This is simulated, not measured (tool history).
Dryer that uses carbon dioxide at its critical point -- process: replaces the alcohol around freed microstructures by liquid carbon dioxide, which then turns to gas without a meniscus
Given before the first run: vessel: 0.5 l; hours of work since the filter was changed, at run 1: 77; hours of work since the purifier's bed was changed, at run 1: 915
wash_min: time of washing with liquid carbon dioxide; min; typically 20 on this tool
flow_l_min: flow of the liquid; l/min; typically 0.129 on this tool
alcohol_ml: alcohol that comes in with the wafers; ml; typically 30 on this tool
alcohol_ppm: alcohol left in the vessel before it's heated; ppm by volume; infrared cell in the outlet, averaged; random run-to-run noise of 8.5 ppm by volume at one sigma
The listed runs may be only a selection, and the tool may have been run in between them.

run	hour	wash_min	flow_l_min	alcohol_ml	hours of work since the filter was changed	hours of work since the purifier's bed was changed	alcohol_ppm
1	0	20	0.129	30	77	915	847
2	28.3	20	0.129	50	91	929	1396
3	73.1	20	0.129	30	113	951	1002
4	109.2	20	0.129	30	131	969	1101
5	146	20	0.129	30	149	987	1173
6	190.3	20	0.129	30	171	1009	1281
# hour 209.6: inlet filter changed
7	226.8	20	0.129	30	9	1027	619
8	269.9	20	0.129	30	30	1049	665
9	295.7	24	0.129	30	43	1061	372
# hour 327.1: purifier's bed changed
10	343.4	20	0.129	30	65	8	645
11	385.2	20	0.129	30	86	29	708
12	407.2	20	0.129	30	97	40	746
13	428	20	0.129	30	107	50	796
14	462.4	20	0.129	30	124	67	862
15	482.3	20	0.129	30	134	77	916
16	506.3	20	0.129	22	146	89	697
17	542.2	20	0.129	22	164	107	766
# hour 576.6: inlet filter changed
18	589.9	20	0.129	22	7	130	368
19	622.2	20	0.129	30	23	146	566
20	669.7	20	0.129	30	46	170	629
21	702.9	20	0.129	30	63	187	667
22	723.1	20	0.183	30	73	197	115
23	752.4	20	0.183	30	87	211	134
24	773.8	27	0.083	114	98	222	5530
25	820.6	27	0.083	114	121	245	6060
26	852.4	14	0.152	30	137	261	1980
27	885.2	14	0.152	30	154	277	2075
28	913.4	14	0.152	30	168	291	2187
# hour 941.2: inlet filter changed
29	945.9	16	0.127	30	2	307	1403
30	968.7	24	0.078	30	14	318	2038
31	1010.7	20	0.091	63	35	339	4816
32	1030.7	17	0.129	30	45	349	1174
33	1067	28	0.129	33	63	367	165
34	1113.1	19	0.129	33	86	390	1011
35	1147.7	14	0.129	30	103	407	2834
36	1180.7	14	0.129	30	119	424	3093
37	1209.5	31	0.101	103	133	438	1360
38	1239.8	17	0.179	30	149	453	487
39	1286.5	20	0.129	32	172	476	1201
# hour 1302.8: inlet filter changed
40	1309.4	20	0.129	32	3	487	561
41	1348.5	20	0.164	32	23	507	209
42	1368.6	23	0.178	64	33	517	139
43	1415.3	14	0.159	66	56	540	2477
44	1445.4	19	0.096	30	71	555	2601
45	1464.8	19	0.096	30	81	565	2571
46	1510.3	16	0.162	55	103	587	1365

Here are 5 independent what-if runs from the current tool condition. What would each one return?
A	1552.3	16	0.162	70	124	608	?
B	1552.3	16	0.162	63	124	608	?
C	1552.3	12	0.129	98	124	608	?
D	1552.3	22	0.162	55	124	608	?
E	1552.3	16	0.143	71	124	608	?

run	alcohol_ppm
A	1956
B	1682
C	15107
D	369
E	3251
With the hidden condition removed and each run's random variation left untouched, the same runs would have given:
run	alcohol_ppm
A	1024
B	880
C	10515
D	128
E	1866

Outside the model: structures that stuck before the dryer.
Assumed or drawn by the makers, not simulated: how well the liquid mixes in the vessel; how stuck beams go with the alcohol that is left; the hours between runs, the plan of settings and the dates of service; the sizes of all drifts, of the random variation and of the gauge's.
